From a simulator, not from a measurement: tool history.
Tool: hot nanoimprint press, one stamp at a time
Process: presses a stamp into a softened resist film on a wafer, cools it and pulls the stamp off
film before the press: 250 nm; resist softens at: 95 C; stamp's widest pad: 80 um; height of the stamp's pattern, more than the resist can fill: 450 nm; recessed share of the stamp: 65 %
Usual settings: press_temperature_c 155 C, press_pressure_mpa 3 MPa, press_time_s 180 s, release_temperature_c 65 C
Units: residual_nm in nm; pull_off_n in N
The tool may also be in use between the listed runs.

Run 1, hour 0: usual settings. Result: residual_nm 124 nm, pull_off_n 148 N.
Run 2, hour 50.4: usual settings. Result: residual_nm 123.4 nm, pull_off_n 154 N.
Run 3, hour 92.8: usual settings but press_time_s 288 s. Result: residual_nm 104.8 nm, pull_off_n 159 N.
Run 4, hour 146.3: usual settings. Result: residual_nm 124.4 nm, pull_off_n 168 N.
Run 5, hour 188.3: usual settings but press_pressure_mpa 2.99 MPa. Result: residual_nm 125 nm, pull_off_n 166 N.
At hour 195.9: plate thermocouple calibrated.
Run 6, hour 246.9: usual settings. Result: residual_nm 118.1 nm, pull_off_n 168 N.
Run 7, hour 297.2: usual settings. Result: residual_nm 118.4 nm, pull_off_n 180 N.
Run 8, hour 381: usual settings. Result: residual_nm 121 nm, pull_off_n 190 N.
At hour 414.3: stamp cleaned and given a new release coat.
Run 9, hour 436.1: usual settings. Result: residual_nm 122 nm, pull_off_n 126 N.
Run 10, hour 503: usual settings but press_time_s 122 s. Result: residual_nm 137.8 nm, pull_off_n 137 N.
Run 11, hour 568.2: usual settings but press_time_s 122 s. Result: residual_nm 139.3 nm, pull_off_n 145 N.
Run 12, hour 619.8: usual settings but press_time_s 122 s. Result: residual_nm 140 nm, pull_off_n 148 N.
At hour 652.2: press's hydraulic seals changed and the load cell set to zero.
Run 13, hour 668.2: usual settings but press_pressure_mpa 2.3 MPa, press_time_s 122 s. Result: residual_nm 154.1 nm, pull_off_n 153 N.
Run 14, hour 711: usual settings but press_pressure_mpa 2.3 MPa, press_time_s 122 s. Result: residual_nm 153.4 nm, pull_off_n 164 N.
At hour 719.4: plate thermocouple calibrated.
Run 15, hour 797.5: usual settings but press_pressure_mpa 2.3 MPa, press_time_s 122 s. Result: residual_nm 151.2 nm, pull_off_n 167 N.
Run 16, hour 881.4: usual settings but press_temperature_c 154 C, press_pressure_mpa 2.73 MPa, release_temperature_c 67 C. Result: residual_nm 133.3 nm, pull_off_n 165 N.
Run 17, hour 960.5: usual settings but press_temperature_c 154 C, press_pressure_mpa 2.16 MPa, press_time_s 138 s, release_temperature_c 67 C. Result: residual_nm 158.1 nm, pull_off_n 176 N.
Run 18, hour 1008.9: usual settings but press_temperature_c 154 C, press_pressure_mpa 2.16 MPa, press_time_s 138 s, release_temperature_c 67 C. Result: residual_nm 160 nm, pull_off_n 192 N.
At hour 1021.4: stamp cleaned and given a new release coat.
Run 19, hour 1078.6: usual settings but press_temperature_c 154 C, press_pressure_mpa 2.16 MPa, press_time_s 138 s, release_temperature_c 67 C. Result: residual_nm 160.1 nm, pull_off_n 124 N.
Run 20, hour 1134.3: usual settings but press_temperature_c 152 C. Result: residual_nm 142.5 nm, pull_off_n 142 N.
Run 21, hour 1194.2: usual settings but press_temperature_c 152 C. Result: residual_nm 141.9 nm, pull_off_n 152 N.
At hour 1231.5: plate thermocouple calibrated.
Run 22, hour 1253.8: usual settings but press_temperature_c 152 C, press_pressure_mpa 4.3 MPa, press_time_s 224 s, release_temperature_c 58 C. Result: residual_nm 107.6 nm, pull_off_n 170 N.
Run 23, hour 1314.5: usual settings but press_temperature_c 149 C, press_pressure_mpa 1.98 MPa. Result: residual_nm 180.1 nm, pull_off_n 156 N.
Run 24, hour 1355.2: usual settings but press_temperature_c 144 C, press_pressure_mpa 2.7 MPa, release_temperature_c 52 C. Result: residual_nm 193.3 nm, pull_off_n 203 N.
Run 25, hour 1418.3: usual settings but press_temperature_c 144 C, press_pressure_mpa 2.7 MPa, release_temperature_c 52 C. Result: residual_nm 190.5 nm, pull_off_n 209 N.
Run 26, hour 1464.1: usual settings but press_temperature_c 156 C, press_pressure_mpa 2.7 MPa, release_temperature_c 59 C. Result: residual_nm 124.1 nm, pull_off_n 196 N.
Run 27, hour 1508.7: usual settings but press_temperature_c 167 C. Result: residual_nm 71.9 nm, pull_off_n 187 N.
Run 28, hour 1582.8: usual settings but press_temperature_c 147 C, press_pressure_mpa 3.54 MPa, press_time_s 287 s, release_temperature_c 69 C. Result: residual_nm 141.9 nm, pull_off_n 181 N.
At hour 1620.2: stamp cleaned and given a new release coat.
Run 29, hour 1655.3: usual settings but press_temperature_c 162 C, press_pressure_mpa 1.99 MPa, release_temperature_c 58 C. Result: residual_nm 111.7 nm, pull_off_n 150 N.

4 ways to go on from here, each from the tool as it stands after run 29. What would each give?
Run A, hour 1719.7: usual settings but press_temperature_c 146 C, press_pressure_mpa 1.99 MPa, press_time_s 123 s, release_temperature_c 58 C. Result: residual_nm ?, pull_off_n ?.
Run B, hour 1719.7: usual settings but press_temperature_c 150 C, press_pressure_mpa 3.61 MPa, press_time_s 320 s, release_temperature_c 58 C. Result: residual_nm ?, pull_off_n ?.
Run C, hour 1719.7: usual settings but press_time_s 135 s, release_temperature_c 60 C. Result: residual_nm ?, pull_off_n ?.
Run D, hour 1719.7: usual settings but press_temperature_c 165 C, press_pressure_mpa 4.67 MPa, release_temperature_c 58 C. Result: residual_nm ?, pull_off_n ?.

run  residual_nm  pull_off_n
  A        211.6         150
  B        118.8         157
  C        140.4         152
  D         65.2         156
Without the tool's hidden state the same runs would have given:
run  residual_nm  pull_off_n
  A        204.4         135
  B        109.4         142
  C        131.1         138
  D         60.2         141

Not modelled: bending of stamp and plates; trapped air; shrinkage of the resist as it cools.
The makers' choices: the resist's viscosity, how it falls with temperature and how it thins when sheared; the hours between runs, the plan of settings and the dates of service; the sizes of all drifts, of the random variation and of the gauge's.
